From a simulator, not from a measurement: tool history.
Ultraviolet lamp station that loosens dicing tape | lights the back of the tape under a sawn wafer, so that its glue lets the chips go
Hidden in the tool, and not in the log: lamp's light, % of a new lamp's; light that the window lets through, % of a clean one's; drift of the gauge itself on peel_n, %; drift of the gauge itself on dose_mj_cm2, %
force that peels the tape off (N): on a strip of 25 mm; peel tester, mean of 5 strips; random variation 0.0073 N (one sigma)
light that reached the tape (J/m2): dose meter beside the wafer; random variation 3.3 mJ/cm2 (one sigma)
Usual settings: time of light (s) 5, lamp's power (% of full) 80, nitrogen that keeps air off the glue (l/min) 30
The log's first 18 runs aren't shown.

| run | hour | time of light (s) | lamp's power (% of full) | nitrogen that keeps air off the glue (l/min) | hours of work of the lamp | hours of work since the window was cleaned | force that peels the tape off (N) | light that reached the tape (J/m2) |
|---|---|---|---|---|---|---|---|---|
| 19 | 511.4 | 3 | 80 | 30 | 941 | 44 | 1.308 | 2190 |
| 20 | 538.9 | 5 | 69 | 30 | 955 | 58 | 0.732 | 3170 |
| 21 | 574.5 | 5 | 69 | 30 | 973 | 75 | 0.748 | 3060 |
| 22 | 603.1 | 10 | 96 | 28 | 987 | 90 | 0.155 | 8490 |
| 23 | 635.0 | 3 | 68 | 29 | 1003 | 106 | 1.794 | 1790 |
| 24 | 661.5 | 5 | 76 | 55 | 1016 | 119 | 0.432 | 3280 |
| 25 | 682.2 | 4 | 76 | 55 | 1027 | 129 | 0.686 | 2600 |
| 26 | 711.7 | 4 | 76 | 55 | 1042 | 144 | 0.735 | 2590 |
| 27 | 741.6 | 3 | 66 | 30 | 1057 | 159 | 2.007 | 1630 |
| 28 | 771.5 | 3 | 66 | 30 | 1071 | 174 | 2.053 | 1610 |
| 29 | 796.8 | 2 | 77 | 59 | 1084 | 187 | 2.031 | 1250 |
| 30 | 815.6 | 5 | 80 | 18 | 1094 | 196 | 1.050 | 3240 |
| 31 | 850.7 | 3 | 95 | 18 | 1111 | 214 | 1.707 | 2210 |
| 32 | 870.6 | 6 | 94 | 40 | 1121 | 224 | 0.297 | 4410 |
| 33 | 892.1 | 8 | 70 | 18 | 1132 | 235 | 0.584 | 4320 |
|  | 901.7 | lamp changed |
| 34 | 912.8 | 5 | 80 | 31 | 6 | 244 | 0.333 | 4510 |
| 35 | 946.1 | 3 | 86 | 22 | 22 | 261 | 1.070 | 2890 |
| 36 | 964.0 | 3 | 86 | 22 | 31 | 270 | 1.086 | 2840 |
| 37 | 990.3 | 3 | 98 | 28 | 44 | 283 | 0.724 | 3220 |
| 38 | 1011.9 | 6 | 90 | 16 | 55 | 294 | 0.351 | 5860 |
| 39 | 1040.4 | 3 | 79 | 18 | 69 | 308 | 1.444 | 2540 |
| 40 | 1081.1 | 3 | 79 | 18 | 90 | 329 | 1.512 | 2520 |
|  | 1092.5 | window cleaned of glue's vapour |
| 41 | 1105.2 | 3 | 79 | 18 | 102 | 6 | 1.220 | 2920 |
| 42 | 1132.7 | 2 | 78 | 36 | 115 | 20 | 1.517 | 1890 |

Forecast each of these 5 alternatives for the next run:
| A | 1172.9 | 2 | 88 | 13 | 136 | 40 | ? | ? |
| B | 1172.9 | 6 | 73 | 57 | 136 | 40 | ? | ? |
| C | 1172.9 | 2 | 69 | 36 | 136 | 40 | ? | ? |
| D | 1172.9 | 5 | 80 | 57 | 136 | 40 | ? | ? |
| E | 1172.9 | 2 | 61 | 42 | 136 | 40 | ? | ? |

| run | force that peels the tape off (N) | light that reached the tape (J/m2) |
|---|---|---|
| A | 2.130 | 2100 |
| B | 0.189 | 5280 |
| C | 1.871 | 1660 |
| D | 0.206 | 4830 |
| E | 1.997 | 1490 |
Without the tool's hidden state the same runs would have given:
| run | force that peels the tape off (N) | light that reached the tape (J/m2) |
|---|---|---|
| A | 1.961 | 2260 |
| B | 0.176 | 5680 |
| C | 1.699 | 1790 |
| D | 0.187 | 5200 |
| E | 1.824 | 1600 |
